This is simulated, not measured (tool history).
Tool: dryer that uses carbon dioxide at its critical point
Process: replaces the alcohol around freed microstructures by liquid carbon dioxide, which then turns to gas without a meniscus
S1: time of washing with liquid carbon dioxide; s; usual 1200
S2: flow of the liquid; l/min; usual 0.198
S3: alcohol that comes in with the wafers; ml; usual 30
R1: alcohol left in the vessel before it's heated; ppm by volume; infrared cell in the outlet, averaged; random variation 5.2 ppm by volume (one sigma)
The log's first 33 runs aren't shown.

{"run": 34, "hour": 716.5, "S1": 1020, "S2": 0.198, "S3": 100, "R1": 972}
{"run": 35, "hour": 737.8, "S1": 1020, "S2": 0.198, "S3": 100, "R1": 988}
{"run": 36, "hour": 751.6, "S1": 1800, "S2": 0.198, "S3": 30, "R1": 28}
{"run": 37, "hour": 771.3, "S1": 1800, "S2": 0.198, "S3": 30, "R1": 25}
{"run": 38, "hour": 793.0, "S1": 1800, "S2": 0.198, "S3": 30, "R1": 24}
{"run": 39, "hour": 820.0, "S1": 1260, "S2": 0.198, "S3": 30, "R1": 106}
{"run": 40, "hour": 833.6, "S1": 1380, "S2": 0.199, "S3": 65, "R1": 131}
{"run": 41, "hour": 860.2, "S1": 1800, "S2": 0.199, "S3": 65, "R1": 53}
{"run": 42, "hour": 886.5, "S1": 1800, "S2": 0.199, "S3": 65, "R1": 47}
{"run": 43, "hour": 901.0, "S1": 1440, "S2": 0.3, "S3": 30, "R1": 40}
{"run": 44, "hour": 917.7, "S1": 1440, "S2": 0.203, "S3": 96, "R1": 141}
{"hour": 943.8, "done": "inlet filter changed"}
{"run": 45, "hour": 944.5, "S1": 1200, "S2": 0.156, "S3": 30, "R1": 362}

Forecast each of these 3 alternatives for the next run:
{"run": "A", "hour": 958.3, "S1": 1380, "S2": 0.156, "S3": 25, "R1": "?"}
{"run": "B", "hour": 958.3, "S1": 840, "S2": 0.12, "S3": 108, "R1": "?"}
{"run": "C", "hour": 958.3, "S1": 1200, "S2": 0.198, "S3": 52, "R1": "?"}

run=A R1=157
run=B R1=13132
run=C R1=194
Without the tool's hidden state the same runs would have given:
run=A R1=119
run=B R1=12876
run=C R1=153
